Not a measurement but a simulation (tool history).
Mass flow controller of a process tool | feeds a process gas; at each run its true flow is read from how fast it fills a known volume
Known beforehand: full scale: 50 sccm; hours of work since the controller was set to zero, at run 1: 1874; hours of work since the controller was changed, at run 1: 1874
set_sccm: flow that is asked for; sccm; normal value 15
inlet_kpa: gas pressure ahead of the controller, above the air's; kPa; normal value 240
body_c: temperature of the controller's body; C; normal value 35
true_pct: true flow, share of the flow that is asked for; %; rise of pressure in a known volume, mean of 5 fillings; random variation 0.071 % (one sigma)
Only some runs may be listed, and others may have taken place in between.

run	hour	set_sccm	inlet_kpa	body_c	hours of work since the controller was set to zero	hours of work since the controller was changed	true_pct
1	0	15	240	35	1874	1874	101.43
2	127	15	240	35	1940	1940	101.73
3	352.7	15	214	35	2057	2057	101.55
4	480.7	15	214	35	2124	2124	101.58
5	634.6	15	214	35	2204	2204	101.78
6	860.3	15	214	35	2322	2322	101.77
7	1059.1	15	214	35	2425	2425	101.93
8	1322.4	15	214	35	2562	2562	102.05
9	1599.2	15	214	35	2706	2706	102.09
10	1852.4	15	214	35	2838	2838	102.2
11	2141.3	15	214	35	2989	2989	102.38
12	2390.4	15	214	35	3118	3118	102.54
13	2681.6	10	240	35	3270	3270	103.5
14	2848.3	10	240	35	3357	3357	103.72
15	3089	10	240	35	3482	3482	103.8
16	3222.3	16	240	35	3552	3552	102.98
17	3360.2	15	240	35	3623	3623	103.14
18	3584.8	15	240	35	3740	3740	103.37
19	3825.2	15	240	35	3865	3865	103.29
20	3976.1	15	240	35	3944	3944	103.56
21	4163.1	15	240	35	4041	4041	103.52
22	4449.1	15	240	35	4190	4190	103.73
23	4699.2	15	240	35	4321	4321	103.71
# hour 4787.3: controller's zero set anew
24	4956.3	15	240	35	88	4454	101.44
25	5211	15	240	34	221	4587	101.6
26	5462.2	15	240	34	351	4718	101.68
27	5756.3	15	240	34	505	4871	101.83
28	5964.7	44	264	31	613	4979	102.38
29	6155.3	44	264	31	712	5079	102.73
30	6308.2	35	255	22	792	5158	102.07
31	6497.3	6	180	35	890	5257	102.46
32	6686.3	11	223	31	989	5355	102.29
33	6961.9	11	223	31	1132	5499	102.35
34	7205.8	11	200	31	1259	5626	102.56
35	7345.3	11	200	31	1332	5698	102.43
36	7596.7	7	276	24	1463	5829	103.29
37	7764.5	15	257	22	1550	5916	102.59
38	8010.3	9	195	25	1678	6044	103.1
39	8264.1	9	195	25	1810	6177	103.16
40	8500.9	38	195	33	1934	6300	102.91
41	8728.8	38	195	33	2052	6419	103.01
42	8907.8	9	161	35	2146	6512	103.89
43	9126.5	19	240	38	2259	6626	103.45
44	9373.7	19	240	38	2388	6754	103.6
# hour 9640.6: controller exchanged for a calibrated one
45	9654.4	11	212	21	7	7	98.92
46	9801.7	25	149	35	84	84	99.58
47	10002.2	25	149	35	188	188	99.4
48	10149.1	25	149	35	265	265	99.73

Forecast each of these 4 alternatives for the next run:
A	10275.2	45	222	24	330	330	?
B	10275.2	25	161	21	330	330	?
C	10275.2	35	266	28	330	330	?
D	10275.2	50	216	35	330	330	?

run	true_pct
A	100.21
B	99.48
C	100.18
D	100.64
With the hidden condition removed and each run's random variation left untouched, the same runs would have given:
run	true_pct
A	99.96
B	99.18
C	99.91
D	100.39

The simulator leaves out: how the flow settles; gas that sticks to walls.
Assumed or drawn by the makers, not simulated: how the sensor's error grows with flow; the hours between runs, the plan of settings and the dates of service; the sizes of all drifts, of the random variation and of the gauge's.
